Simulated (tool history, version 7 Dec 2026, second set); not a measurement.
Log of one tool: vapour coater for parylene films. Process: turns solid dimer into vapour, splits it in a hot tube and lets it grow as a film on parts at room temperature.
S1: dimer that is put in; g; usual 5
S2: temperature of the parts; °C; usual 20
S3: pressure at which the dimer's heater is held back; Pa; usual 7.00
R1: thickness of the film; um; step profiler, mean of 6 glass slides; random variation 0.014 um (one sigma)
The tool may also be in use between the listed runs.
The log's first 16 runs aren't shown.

| run | day | S1 | S2 | S3 | R1 |
|---|---|---|---|---|---|
| 17 | 22.500 | 5 | 20 | 7.00 | 0.99 |
| 18 | 23.583 | 5 | 20 | 7.00 | 0.97 |
| 19 | 24.717 | 5 | 20 | 7.00 | 0.97 |
| 20 | 25.717 | 5 | 24 | 7.00 | 0.83 |
|  | 27.508 | trap's valve overhauled |
| 21 | 27.542 | 5 | 24 | 7.00 | 0.90 |
| 22 | 29.462 | 5 | 24 | 7.00 | 0.89 |
| 23 | 31.371 | 5 | 24 | 7.00 | 0.89 |
| 24 | 32.992 | 5 | 24 | 7.00 | 0.90 |
| 25 | 34.504 | 2 | 21 | 6.95 | 0.37 |
| 26 | 35.746 | 2 | 21 | 6.95 | 0.40 |
| 27 | 37.817 | 2 | 21 | 6.95 | 0.40 |
| 28 | 39.708 | 5 | 16 | 5.57 | 1.27 |
| 29 | 40.942 | 5 | 16 | 5.57 | 1.24 |
| 30 | 42.746 | 4 | 16 | 2.76 | 1.11 |
| 31 | 44.446 | 4 | 16 | 2.76 | 1.11 |
|  | 44.671 | table's thermometer calibrated |
| 32 | 46.046 | 5 | 31 | 11.53 | 0.63 |
| 33 | 47.696 | 5 | 25 | 3.90 | 0.95 |
| 34 | 48.788 | 5 | 25 | 3.90 | 0.94 |
| 35 | 49.917 | 5 | 25 | 3.90 | 0.96 |
| 36 | 51.738 | 5 | 25 | 3.90 | 0.94 |

Forecast run 37:
| 37 | 52.775 | 5 | 26 | 10.77 | ? |

{"run 37": {"R1": 0.72}}
Without the tool's hidden state the same run would have given R1 0.79 um.

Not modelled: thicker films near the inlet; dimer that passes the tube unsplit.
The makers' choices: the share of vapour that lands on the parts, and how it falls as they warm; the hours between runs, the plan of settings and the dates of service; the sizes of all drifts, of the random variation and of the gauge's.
